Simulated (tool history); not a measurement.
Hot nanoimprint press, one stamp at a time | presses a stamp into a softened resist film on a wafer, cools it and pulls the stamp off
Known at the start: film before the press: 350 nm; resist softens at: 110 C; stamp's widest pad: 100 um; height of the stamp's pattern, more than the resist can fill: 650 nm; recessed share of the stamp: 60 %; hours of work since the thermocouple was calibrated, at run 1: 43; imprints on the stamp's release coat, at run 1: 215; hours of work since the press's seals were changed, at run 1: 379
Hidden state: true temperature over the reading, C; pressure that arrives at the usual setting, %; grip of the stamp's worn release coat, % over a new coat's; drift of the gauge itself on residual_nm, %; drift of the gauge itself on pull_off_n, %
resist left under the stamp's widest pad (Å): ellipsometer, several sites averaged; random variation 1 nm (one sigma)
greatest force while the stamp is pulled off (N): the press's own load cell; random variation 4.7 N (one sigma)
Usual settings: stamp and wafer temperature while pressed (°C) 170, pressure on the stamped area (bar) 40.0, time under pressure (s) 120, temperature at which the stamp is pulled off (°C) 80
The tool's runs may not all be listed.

run,hour,stamp and wafer temperature while pressed (°C),pressure on the stamped area (bar),time under pressure (s),temperature at which the stamp is pulled off (°C),hours of work since the thermocouple was calibrated,imprints on the stamp's release coat,hours of work since the press's seals were changed,resist left under the stamp's widest pad (Å),greatest force while the stamp is pulled off (N)
1,0.0,170,40.0,120,80,43,215,379,1504,230
2,57.2,170,40.0,120,80,79,399,416,1497,233
3,88.4,170,40.0,120,80,99,500,436,1485,242
4,131.9,170,40.0,120,80,127,641,464,1475,252
5,159.3,170,40.0,120,80,144,729,481,1469,252
6,212.3,170,40.0,120,80,178,900,515,1477,253
7,237.7,170,40.0,120,80,195,982,532,1470,260
8,271.4,170,40.0,120,80,216,1091,553,1453,259
9,309.2,170,40.0,120,80,240,1213,577,1472,262
10,347.2,170,40.0,120,67,265,1336,602,1451,288
11,379.4,170,62.5,120,67,285,1440,622,1137,299
12,406.7,170,62.5,120,67,303,1528,640,1109,290
# hour 420.6: stamp cleaned and given a new release coat
13,448.4,170,62.5,120,67,326,90,663,1139,253
# hour 463.4: press's hydraulic seals changed and the load cell set to zero
14,500.1,170,40.0,120,80,354,231,23,1422,236
15,538.4,170,40.0,120,80,378,355,48,1386,248
# hour 570.7: plate thermocouple calibrated
16,586.5,170,40.0,120,80,10,501,77,1324,240
17,631.7,182,40.0,71,80,39,646,106,889,238
18,671.0,182,40.0,71,80,64,773,131,878,256
19,703.2,182,27.1,123,80,85,877,152,941,244
20,735.5,168,32.9,83,87,105,982,172,1815,240
21,766.5,182,61.9,68,81,125,1082,192,688,258
22,810.6,182,61.9,68,81,154,1224,220,696,259
23,847.8,170,26.7,182,68,177,1344,244,1434,287
24,901.9,170,37.9,182,69,212,1519,279,1158,294
# hour 913.7: plate thermocouple calibrated, once more
# hour 924.3: stamp cleaned and given a new release coat
25,967.2,180,48.1,98,88,30,139,315,868,223
26,996.2,182,40.0,120,80,49,232,333,814,236
27,1038.2,182,61.3,93,80,76,368,360,691,238
28,1071.8,172,40.0,120,80,97,476,382,1321,238
29,1099.4,159,30.3,94,77,115,565,399,2826,259
30,1130.1,167,28.0,195,84,135,664,419,1765,239
31,1180.4,170,51.2,120,80,167,827,451,1247,253

Measured less the same run without the tool's hidden state. The same run-to-run variation is in both; the gauge's scatter may not be:
run,resist left under the stamp's widest pad (Å),greatest force while the stamp is pulled off (N)
1,+8,+5
2,+1,+9
3,-3,+13
4,-8,+17
5,-12,+18
6,-19,+23
7,-23,+25
8,-27,+28
9,-32,+30
10,-37,+37
11,-21,+41
12,-23,+42
13,-26,+1
14,-88,+4
15,-91,+7
16,-154,+10
17,-94,+13
18,-97,+17
19,-107,+18
20,-216,+20
21,-80,+24
22,-82,+28
23,-203,+34
24,-178,+39
25,-4,+3
26,-7,+5
27,-4,+9
28,-24,+11
29,-39,+15
30,-48,+16
31,-33,+21
